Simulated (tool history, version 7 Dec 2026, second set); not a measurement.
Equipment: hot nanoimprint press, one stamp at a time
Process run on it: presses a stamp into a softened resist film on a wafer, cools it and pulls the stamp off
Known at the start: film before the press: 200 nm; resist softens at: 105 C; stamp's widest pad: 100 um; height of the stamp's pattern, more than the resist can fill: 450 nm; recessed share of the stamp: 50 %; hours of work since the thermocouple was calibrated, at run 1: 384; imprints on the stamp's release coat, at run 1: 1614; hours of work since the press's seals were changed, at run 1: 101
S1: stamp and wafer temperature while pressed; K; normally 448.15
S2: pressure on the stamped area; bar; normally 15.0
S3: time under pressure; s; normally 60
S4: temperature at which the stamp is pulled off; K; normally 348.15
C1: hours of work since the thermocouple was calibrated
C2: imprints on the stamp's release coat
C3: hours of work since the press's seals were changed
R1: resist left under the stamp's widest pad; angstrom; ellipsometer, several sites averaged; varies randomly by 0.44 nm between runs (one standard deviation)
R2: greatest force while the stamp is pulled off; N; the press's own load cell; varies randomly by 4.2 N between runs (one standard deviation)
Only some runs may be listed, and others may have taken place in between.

run 1 hour=0.0 | S1=448.15 S2=15.0 S3=60 S4=348.15 | C1=384 C2=1614 C3=101 | R1=1175 R2=204
run 2 hour=7.7 | S1=448.15 S2=15.0 S3=60 S4=348.15 | C1=388 C2=1645 C3=105 | R1=1167 R2=204
run 3 hour=14.1 | S1=448.15 S2=15.0 S3=60 S4=348.15 | C1=391 C2=1672 C3=109 | R1=1177 R2=205
-- hour=21.0 plate thermocouple calibrated
run 4 hour=23.1 | S1=448.15 S2=15.0 S3=59 S4=348.15 | C1=1 C2=1696 C3=112 | R1=1178 R2=213
run 5 hour=28.1 | S1=448.15 S2=15.0 S3=59 S4=348.15 | C1=4 C2=1717 C3=115 | R1=1180 R2=207
run 6 hour=37.5 | S1=448.15 S2=15.0 S3=59 S4=348.15 | C1=9 C2=1756 C3=120 | R1=1185 R2=215
run 7 hour=47.9 | S1=448.15 S2=15.0 S3=60 S4=348.15 | C1=14 C2=1799 C3=125 | R1=1182 R2=210
-- hour=58.8 stamp cleaned and given a new release coat
run 8 hour=61.2 | S1=448.15 S2=15.0 S3=60 S4=348.15 | C1=18 C2=10 C3=129 | R1=1183 R2=207
run 9 hour=70.4 | S1=448.15 S2=15.0 S3=30 S4=348.15 | C1=23 C2=48 C3=134 | R1=1441 R2=203
run 10 hour=80.9 | S1=448.15 S2=15.0 S3=30 S4=348.15 | C1=29 C2=91 C3=140 | R1=1452 R2=205
run 11 hour=89.9 | S1=448.15 S2=15.0 S3=30 S4=348.15 | C1=34 C2=129 C3=145 | R1=1455 R2=203
run 12 hour=97.0 | S1=448.15 S2=15.0 S3=30 S4=348.15 | C1=38 C2=158 C3=149 | R1=1453 R2=202
run 13 hour=106.8 | S1=448.15 S2=15.0 S3=60 S4=348.15 | C1=43 C2=198 C3=154 | R1=1192 R2=208
run 14 hour=115.3 | S1=448.15 S2=15.0 S3=60 S4=348.15 | C1=48 C2=233 C3=158 | R1=1191 R2=207
run 15 hour=120.4 | S1=448.15 S2=15.0 S3=60 S4=348.15 | C1=50 C2=254 C3=161 | R1=1197 R2=206
run 16 hour=127.1 | S1=448.15 S2=14.0 S3=60 S4=345.15 | C1=54 C2=282 C3=165 | R1=1225 R2=215
run 17 hour=137.7 | S1=448.15 S2=14.0 S3=60 S4=345.15 | C1=60 C2=326 C3=171 | R1=1227 R2=216
run 18 hour=145.7 | S1=448.15 S2=14.0 S3=60 S4=345.15 | C1=64 C2=359 C3=175 | R1=1228 R2=218
run 19 hour=152.6 | S1=444.15 S2=15.0 S3=68 S4=348.15 | C1=68 C2=387 C3=179 | R1=1294 R2=210
run 20 hour=160.0 | S1=437.15 S2=13.8 S3=52 S4=335.15 | C1=72 C2=418 C3=183 | R1=1679 R2=238
run 21 hour=168.9 | S1=448.15 S2=15.0 S3=57 S4=336.15 | C1=77 C2=455 C3=187 | R1=1227 R2=245
run 22 hour=175.8 | S1=448.15 S2=15.0 S3=57 S4=336.15 | C1=80 C2=483 C3=191 | R1=1221 R2=246
-- hour=176.6 gauge calibrated
run 23 hour=182.2 | S1=448.15 S2=12.1 S3=41 S4=348.15 | C1=84 C2=509 C3=195 | R1=1408 R2=210
run 24 hour=188.3 | S1=448.15 S2=12.1 S3=41 S4=348.15 | C1=87 C2=535 C3=198 | R1=1402 R2=204
run 25 hour=198.4 | S1=448.15 S2=21.9 S3=68 S4=350.15 | C1=92 C2=576 C3=203 | R1=984 R2=201
run 26 hour=208.8 | S1=448.15 S2=21.9 S3=68 S4=350.15 | C1=98 C2=620 C3=209 | R1=991 R2=197
run 27 hour=214.6 | S1=448.15 S2=21.9 S3=108 S4=346.15 | C1=101 C2=644 C3=212 | R1=817 R2=203
run 28 hour=219.7 | S1=452.15 S2=21.9 S3=55 S4=346.15 | C1=104 C2=665 C3=215 | R1=940 R2=212
run 29 hour=227.2 | S1=452.15 S2=21.9 S3=55 S4=346.15 | C1=108 C2=696 C3=219 | R1=941 R2=211
run 30 hour=233.5 | S1=448.15 S2=15.0 S3=88 S4=349.15 | C1=111 C2=721 C3=222 | R1=1037 R2=204

Describe how what the log doesn't record of the tool's condition differs between the last listed run preceding each entry between runs and the first listed run following it.
Runs 3 to 4: plate thermocouple calibrated (hour 21.0)
  true temperature over the reading, C: 0.05 -> 0; drift of the gauge itself on residual_nm, %: 0.23 -> 0.33
  what was measured, less what the result would be without the hidden state, R1: +1 -> +4 angstrom
Runs 7 to 8: stamp cleaned and given a new release coat (hour 58.8)
  grip of the stamp's worn release coat, % over a new coat's: 0.9 -> 0; drift of the gauge itself on residual_nm, %: 0.73 -> 0.85
  what was measured, less what the result would be without the hidden state, R1: +8 -> +10 angstrom
Runs 22 to 23: gauge calibrated (hour 176.6)
  drift of the gauge itself on residual_nm, %: 2.71 -> 0.09
  what was measured, less what the result would be without the hidden state, R1: +32 -> +1 angstrom

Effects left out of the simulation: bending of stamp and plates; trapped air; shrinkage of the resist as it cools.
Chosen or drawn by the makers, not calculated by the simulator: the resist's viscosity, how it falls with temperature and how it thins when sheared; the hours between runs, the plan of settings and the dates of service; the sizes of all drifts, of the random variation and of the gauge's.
